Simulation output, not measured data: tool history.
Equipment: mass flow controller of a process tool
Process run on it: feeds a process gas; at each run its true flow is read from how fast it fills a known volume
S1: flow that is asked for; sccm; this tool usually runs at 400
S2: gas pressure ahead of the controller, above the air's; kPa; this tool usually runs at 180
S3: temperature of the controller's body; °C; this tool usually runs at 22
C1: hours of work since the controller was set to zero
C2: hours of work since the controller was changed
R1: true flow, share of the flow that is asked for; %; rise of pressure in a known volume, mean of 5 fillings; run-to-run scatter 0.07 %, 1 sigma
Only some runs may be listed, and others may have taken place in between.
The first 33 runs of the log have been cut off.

run 34 hour=8143.2 | S1=379 S2=223 S3=22 | C1=1538 C2=5973 | R1=94.12
run 35 hour=8481.0 | S1=652 S2=204 S3=29 | C1=1703 C2=6138 | R1=96.21
run 36 hour=8794.3 | S1=112 S2=180 S3=22 | C1=1855 C2=6290 | R1=89.06
run 37 hour=9036.9 | S1=112 S2=180 S3=40 | C1=1973 C2=6408 | R1=90.70
run 38 hour=9212.7 | S1=400 S2=204 S3=32 | C1=2058 C2=6493 | R1=94.66
run 39 hour=9470.4 | S1=402 S2=211 S3=22 | C1=2183 C2=6618 | R1=93.65
run 40 hour=9725.1 | S1=400 S2=148 S3=21 | C1=2307 C2=6742 | R1=92.84
run 41 hour=9958.9 | S1=400 S2=148 S3=21 | C1=2421 C2=6856 | R1=92.59
run 42 hour=10315.5 | S1=400 S2=171 S3=36 | C1=2594 C2=7029 | R1=94.25
run 43 hour=10509.0 | S1=400 S2=171 S3=36 | C1=2688 C2=7123 | R1=94.10

Forecast each of these 5 alternatives for the next run:
run A hour=10848.8 | S1=400 S2=201 S3=36 | C1=2853 C2=7288 | R1=?
run B hour=10848.8 | S1=147 S2=171 S3=36 | C1=2853 C2=7288 | R1=?
run C hour=10848.8 | S1=199 S2=208 S3=29 | C1=2853 C2=7288 | R1=?
run D hour=10848.8 | S1=400 S2=177 S3=24 | C1=2853 C2=7288 | R1=?
run E hour=10848.8 | S1=400 S2=197 S3=27 | C1=2853 C2=7288 | R1=?

run=A R1=94.11
run=B R1=89.34
run=C R1=90.60
run=D R1=92.76
run=E R1=93.02
Take away the tool's hidden state, keep each run's random variation, and the runs would have read:
run=A R1=99.33
run=B R1=98.44
run=C R1=98.10
run=D R1=97.98
run=E R1=98.24

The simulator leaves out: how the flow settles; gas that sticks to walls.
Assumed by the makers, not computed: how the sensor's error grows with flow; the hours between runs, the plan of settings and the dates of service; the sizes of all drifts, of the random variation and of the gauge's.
